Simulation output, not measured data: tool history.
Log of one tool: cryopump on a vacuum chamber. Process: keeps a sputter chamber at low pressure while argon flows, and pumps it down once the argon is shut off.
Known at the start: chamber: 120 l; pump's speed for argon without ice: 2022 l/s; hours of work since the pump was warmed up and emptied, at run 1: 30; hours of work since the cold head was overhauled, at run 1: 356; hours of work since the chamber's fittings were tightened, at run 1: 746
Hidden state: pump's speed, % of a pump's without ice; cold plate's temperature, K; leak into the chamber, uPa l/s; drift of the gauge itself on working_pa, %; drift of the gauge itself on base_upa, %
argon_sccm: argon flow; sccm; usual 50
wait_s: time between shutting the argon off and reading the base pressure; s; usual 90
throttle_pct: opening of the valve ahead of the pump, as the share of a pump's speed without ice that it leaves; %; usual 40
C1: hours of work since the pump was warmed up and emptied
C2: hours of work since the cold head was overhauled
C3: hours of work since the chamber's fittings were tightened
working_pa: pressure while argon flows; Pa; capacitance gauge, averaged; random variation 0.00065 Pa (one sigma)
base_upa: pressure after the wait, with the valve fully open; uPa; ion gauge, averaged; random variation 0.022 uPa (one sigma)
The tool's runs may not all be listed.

run 1 hour=0 | argon_sccm=50 wait_s=90 throttle_pct=40 | C1=30 C2=356 C3=746 | working_pa=0.1064 base_upa=1.82
run 2 hour=32.5 | argon_sccm=50 wait_s=90 throttle_pct=30 | C1=45 C2=371 C3=762 | working_pa=0.1422 base_upa=1.85
run 3 hour=62.5 | argon_sccm=50 wait_s=90 throttle_pct=30 | C1=60 C2=386 C3=776 | working_pa=0.1417 base_upa=1.89
run 4 hour=98.9 | argon_sccm=50 wait_s=90 throttle_pct=30 | C1=77 C2=403 C3=794 | working_pa=0.1427 base_upa=1.92
run 5 hour=136.4 | argon_sccm=50 wait_s=90 throttle_pct=30 | C1=95 C2=421 C3=812 | working_pa=0.144 base_upa=2.01
run 6 hour=177.6 | argon_sccm=50 wait_s=90 throttle_pct=30 | C1=115 C2=441 C3=831 | working_pa=0.1458 base_upa=2.1
run 7 hour=237.7 | argon_sccm=50 wait_s=88 throttle_pct=40 | C1=143 C2=469 C3=860 | working_pa=0.1118 base_upa=2.25
run 8 hour=298.6 | argon_sccm=74 wait_s=88 throttle_pct=40 | C1=172 C2=498 C3=889 | working_pa=0.168 base_upa=2.42
run 9 hour=362.6 | argon_sccm=50 wait_s=90 throttle_pct=40 | C1=203 C2=529 C3=920 | working_pa=0.1162 base_upa=2.51
run 10 hour=414.7 | argon_sccm=50 wait_s=90 throttle_pct=45 | C1=228 C2=554 C3=945 | working_pa=0.1062 base_upa=2.57
run 11 hour=471.2 | argon_sccm=50 wait_s=90 throttle_pct=45 | C1=255 C2=581 C3=972 | working_pa=0.1086 base_upa=2.82
run 12 hour=520 | argon_sccm=50 wait_s=90 throttle_pct=45 | C1=278 C2=604 C3=995 | working_pa=0.1092 base_upa=2.87
run 13 hour=572.2 | argon_sccm=48 wait_s=165 throttle_pct=46 | C1=303 C2=629 C3=1020 | working_pa=0.1067 base_upa=2.76
-- hour=604.8 pump warmed up, emptied and cooled again
-- hour=629.1 leaking fittings of the chamber tightened, without venting
run 14 hour=629.1 | argon_sccm=50 wait_s=72 throttle_pct=56 | C1=11 C2=653 C3=0 | working_pa=0.0755 base_upa=0.72
run 15 hour=677 | argon_sccm=50 wait_s=29 throttle_pct=39 | C1=34 C2=676 C3=23 | working_pa=0.1098 base_upa=1.61
run 16 hour=711.6 | argon_sccm=50 wait_s=203 throttle_pct=28 | C1=50 C2=692 C3=39 | working_pa=0.1512 base_upa=0.4
run 17 hour=768.1 | argon_sccm=29 wait_s=25 throttle_pct=28 | C1=77 C2=719 C3=66 | working_pa=0.0885 base_upa=1.88
run 18 hour=816 | argon_sccm=29 wait_s=184 throttle_pct=17 | C1=100 C2=742 C3=89 | working_pa=0.1455 base_upa=0.52
run 19 hour=850.9 | argon_sccm=44 wait_s=53 throttle_pct=53 | C1=117 C2=759 C3=106 | working_pa=0.0738 base_upa=1.13

Measured less the same run without the tool's hidden state. The same run-to-run variation is in both; the gauge's scatter may not be:
run=1 working_pa=+0.0014 base_upa=+1.22
run=2 working_pa=+0.0021 base_upa=+1.28
run=3 working_pa=+0.0028 base_upa=+1.32
run=4 working_pa=+0.0037 base_upa=+1.37
run=5 working_pa=+0.0046 base_upa=+1.43
run=6 working_pa=+0.0058 base_upa=+1.51
run=7 working_pa=+0.0074 base_upa=+1.63
run=8 working_pa=+0.0137 base_upa=+1.81
run=9 working_pa=+0.0113 base_upa=+1.92
run=10 working_pa=+0.0131 base_upa=+2
run=11 working_pa=+0.0151 base_upa=+2.21
run=12 working_pa=+0.0169 base_upa=+2.29
run=13 working_pa=+0.0186 base_upa=+2.43
run=14 working_pa=+0.0008 base_upa=+0.01
run=15 working_pa=+0.0018 base_upa=+0.05
run=16 working_pa=+0.0026 base_upa=+0.08
run=17 working_pa=+0.0024 base_upa=+0.14
run=18 working_pa=+0.0031 base_upa=+0.18
run=19 working_pa=+0.0055 base_upa=+0.22
